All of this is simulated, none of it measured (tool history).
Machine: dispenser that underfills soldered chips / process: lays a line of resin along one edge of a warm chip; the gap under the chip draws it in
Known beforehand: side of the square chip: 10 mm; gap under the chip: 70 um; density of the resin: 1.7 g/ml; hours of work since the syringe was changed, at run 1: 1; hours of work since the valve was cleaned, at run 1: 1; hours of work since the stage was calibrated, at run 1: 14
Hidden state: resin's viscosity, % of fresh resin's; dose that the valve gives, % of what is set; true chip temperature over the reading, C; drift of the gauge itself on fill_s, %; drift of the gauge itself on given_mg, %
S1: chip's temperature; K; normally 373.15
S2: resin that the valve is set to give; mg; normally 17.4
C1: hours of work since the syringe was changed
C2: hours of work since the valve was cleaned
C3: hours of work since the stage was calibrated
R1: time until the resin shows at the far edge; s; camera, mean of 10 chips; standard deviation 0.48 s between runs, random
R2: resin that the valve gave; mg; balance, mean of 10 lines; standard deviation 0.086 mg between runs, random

run	hour	S1	S2	C1	C2	C3	R1	R2
1	0.0	373.15	17.4	1	1	14	38.7	17.35
2	5.7	374.15	17.4	5	5	18	42.5	17.39
# hour 6.9: new syringe of resin
3	9.5	373.15	15.5	2	8	20	40.6	15.27
4	12.7	373.15	17.4	4	10	23	44.3	17.22
# hour 15.3: new syringe of resin
5	17.2	373.15	14.9	1	13	26	39.7	14.64
6	23.1	373.15	19.1	5	17	30	44.8	18.84
# hour 23.8: new syringe of resin
7	26.7	373.15	19.1	2	19	32	38.9	18.65
# hour 32.2: new syringe of resin
8	33.0	362.15	15.7	1	23	36	65.6	15.36
9	37.1	358.15	16.5	3	26	39	86.6	16.10
# hour 40.7: new syringe of resin
10	41.6	360.15	15.2	1	29	42	73.1	15.01
11	46.9	360.15	15.2	4	33	46	84.7	14.76
# hour 49.4: new syringe of resin
12	52.6	360.15	19.7	2	37	50	72.4	19.04
# hour 57.8: new syringe of resin
13	57.9	360.15	19.7	0	40	53	66.8	19.13
14	61.4	360.15	18.3	3	43	56	73.7	17.70

5 options for the next run, each taken on its own from the tool as it stands now. Forecast them:
A	64.8	373.15	15.6	5	45	58	?	?
B	64.8	359.15	19.3	5	45	58	?	?
C	64.8	376.15	18.3	5	45	58	?	?
D	64.8	385.15	17.4	5	45	58	?	?
E	64.8	384.15	18.0	5	45	58	?	?

run	R1	R2
A	47.2	14.97
B	84.0	18.62
C	38.1	17.49
D	26.9	16.73
E	27.3	17.19
What these runs would have given with no unlogged condition in the tool:
run	R1	R2
A	39.7	15.59
B	71.3	19.39
C	32.1	18.22
D	22.8	17.42
E	23.1	17.91
